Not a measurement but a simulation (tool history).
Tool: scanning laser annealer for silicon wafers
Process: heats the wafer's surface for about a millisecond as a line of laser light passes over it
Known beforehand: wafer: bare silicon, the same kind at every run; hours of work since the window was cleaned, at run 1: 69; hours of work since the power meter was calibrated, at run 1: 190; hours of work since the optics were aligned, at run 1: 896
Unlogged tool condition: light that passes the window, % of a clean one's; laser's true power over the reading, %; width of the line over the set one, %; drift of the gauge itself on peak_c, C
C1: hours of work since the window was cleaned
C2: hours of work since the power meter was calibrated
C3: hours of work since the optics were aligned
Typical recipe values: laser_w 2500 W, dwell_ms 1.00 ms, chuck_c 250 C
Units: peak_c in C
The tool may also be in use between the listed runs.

Run 1, hour 0.0: usual settings; C1 69; C2 190; C3 896. Result: peak_c 1075 C.
Run 2, hour 69.5: usual settings but chuck_c 223 C; C1 106; C2 227; C3 933. Result: peak_c 1044 C.
Run 3, hour 115.4: usual settings but laser_w 2221 W; C1 130; C2 252; C3 957. Result: peak_c 970 C.
Run 4, hour 184.8: usual settings but laser_w 2221 W, chuck_c 230 C; C1 167; C2 289; C3 995. Result: peak_c 948 C.
Run 5, hour 234.3: usual settings but laser_w 2221 W, chuck_c 230 C; C1 194; C2 315; C3 1021. Result: peak_c 947 C.
Run 6, hour 303.1: usual settings but laser_w 2221 W, chuck_c 230 C; C1 231; C2 352; C3 1058. Result: peak_c 940 C.
Run 7, hour 375.8: usual settings but chuck_c 213 C; C1 269; C2 391; C3 1097. Result: peak_c 1020 C.
Run 8, hour 411.7: usual settings but chuck_c 229 C; C1 289; C2 410; C3 1116. Result: peak_c 1035 C.
Run 9, hour 485.5: usual settings but laser_w 2249 W, chuck_c 229 C; C1 328; C2 450; C3 1155. Result: peak_c 945 C.
Run 10, hour 519.9: usual settings but laser_w 2148 W, chuck_c 229 C; C1 346; C2 468; C3 1174. Result: peak_c 908 C.
Run 11, hour 552.1: usual settings; C1 364; C2 485; C3 1191. Result: peak_c 1051 C.
Run 12, hour 588.3: usual settings; C1 383; C2 505; C3 1210. Result: peak_c 1050 C.
At hour 615.9: optics aligned, line set to its width.
Run 13, hour 632.7: usual settings but chuck_c 257 C; C1 404; C2 526; C3 9. Result: peak_c 1061 C.
Run 14, hour 690.7: usual settings but chuck_c 257 C; C1 435; C2 557; C3 40. Result: peak_c 1056 C.
At hour 703.3: window over the wafer cleaned.
Run 15, hour 741.7: usual settings but chuck_c 257 C; C1 20; C2 583; C3 66. Result: peak_c 1089 C.
Run 16, hour 773.2: usual settings but chuck_c 257 C; C1 37; C2 600; C3 83. Result: peak_c 1090 C.
Run 17, hour 840.0: usual settings but chuck_c 231 C; C1 73; C2 635; C3 119. Result: peak_c 1062 C.
Run 18, hour 894.7: usual settings but chuck_c 225 C; C1 102; C2 664; C3 148. Result: peak_c 1052 C.
Run 19, hour 933.7: usual settings but chuck_c 225 C; C1 123; C2 685; C3 169. Result: peak_c 1049 C.
Run 20, hour 1007.4: usual settings but laser_w 2596 W; C1 162; C2 725; C3 208. Result: peak_c 1103 C.
Run 21, hour 1059.5: usual settings but laser_w 2596 W; C1 190; C2 753; C3 236. Result: peak_c 1104 C.
Run 22, hour 1093.6: usual settings but laser_w 2596 W, dwell_ms 0.83 ms, chuck_c 258 C; C1 208; C2 771; C3 254. Result: peak_c 1029 C.
Run 23, hour 1132.7: usual settings but laser_w 2596 W, dwell_ms 0.83 ms, chuck_c 258 C; C1 229; C2 792; C3 275. Result: peak_c 1026 C.
Run 24, hour 1163.3: usual settings but laser_w 2304 W, dwell_ms 0.92 ms, chuck_c 281 C; C1 246; C2 808; C3 291. Result: peak_c 993 C.
Run 25, hour 1222.6: usual settings but laser_w 2508 W, dwell_ms 0.74 ms, chuck_c 279 C; C1 277; C2 840; C3 323. Result: peak_c 964 C.
Run 26, hour 1274.9: usual settings but laser_w 2508 W, dwell_ms 0.74 ms, chuck_c 279 C; C1 305; C2 868; C3 351. Result: peak_c 966 C.
Run 27, hour 1316.5: usual settings but laser_w 2194 W, dwell_ms 0.85 ms; C1 328; C2 890; C3 373. Result: peak_c 890 C.
Run 28, hour 1383.6: usual settings but laser_w 2232 W, chuck_c 214 C; C1 363; C2 926; C3 409. Result: peak_c 925 C.
Run 29, hour 1416.6: usual settings but laser_w 2483 W, dwell_ms 1.06 ms, chuck_c 230 C; C1 381; C2 943; C3 427. Result: peak_c 1053 C.
Run 30, hour 1455.3: usual settings but laser_w 2427 W, dwell_ms 0.75 ms, chuck_c 236 C; C1 402; C2 964; C3 447. Result: peak_c 898 C.
At hour 1531.0: window over the wafer cleaned.
Run 31, hour 1531.3: usual settings but laser_w 2427 W, dwell_ms 1.05 ms, chuck_c 217 C; C1 0; C2 1003; C3 487. Result: peak_c 1049 C.
Run 32, hour 1605.6: usual settings but laser_w 2151 W, dwell_ms 0.99 ms, chuck_c 217 C; C1 40; C2 1043; C3 527. Result: peak_c 922 C.
Run 33, hour 1658.0: usual settings but laser_w 2316 W, dwell_ms 1.03 ms, chuck_c 279 C; C1 68; C2 1071; C3 554. Result: peak_c 1056 C.
Run 34, hour 1699.8: usual settings but laser_w 2316 W, dwell_ms 1.03 ms, chuck_c 279 C; C1 90; C2 1093; C3 577. Result: peak_c 1055 C.
Run 35, hour 1770.3: usual settings but laser_w 2316 W, dwell_ms 1.03 ms, chuck_c 279 C; C1 128; C2 1131; C3 614. Result: peak_c 1050 C.
Run 36, hour 1809.9: usual settings but laser_w 2382 W, chuck_c 246 C; C1 149; C2 1152; C3 636. Result: peak_c 1029 C.
Run 37, hour 1845.8: usual settings but dwell_ms 0.88 ms, chuck_c 211 C; C1 168; C2 1171; C3 655. Result: peak_c 974 C.
Run 38, hour 1914.7: usual settings but laser_w 2177 W, dwell_ms 0.87 ms, chuck_c 225 C; C1 205; C2 1208; C3 692. Result: peak_c 877 C.
Run 39, hour 1988.7: usual settings but laser_w 2161 W, chuck_c 268 C; C1 245; C2 1248; C3 731. Result: peak_c 964 C.
Run 40, hour 2064.7: usual settings but laser_w 2583 W, dwell_ms 0.79 ms, chuck_c 279 C; C1 285; C2 1288; C3 772. Result: peak_c 1013 C.
Run 41, hour 2119.7: usual settings but laser_w 2459 W, dwell_ms 0.78 ms, chuck_c 280 C; C1 315; C2 1318; C3 801. Result: peak_c 974 C.

Per-run results on a tool with no hidden state, each run keeping its own random variation:
run  peak_c
  1    1087
  2    1058
  3     985
  4     966
  5     966
  6     962
  7    1049
  8    1065
  9     976
 10     938
 11    1088
 12    1089
 13    1095
 14    1093
 15    1090
 16    1093
 17    1068
 18    1061
 19    1060
 20    1118
 21    1122
 22    1046
 23    1045
 24    1012
 25     985
 26     989
 27     913
 28     953
 29    1088
 30     927
 31    1049
 32     925
 33    1062
 34    1062
 35    1061
 36    1042
 37     988
 38     892
 39     983
 40    1036
 41     998
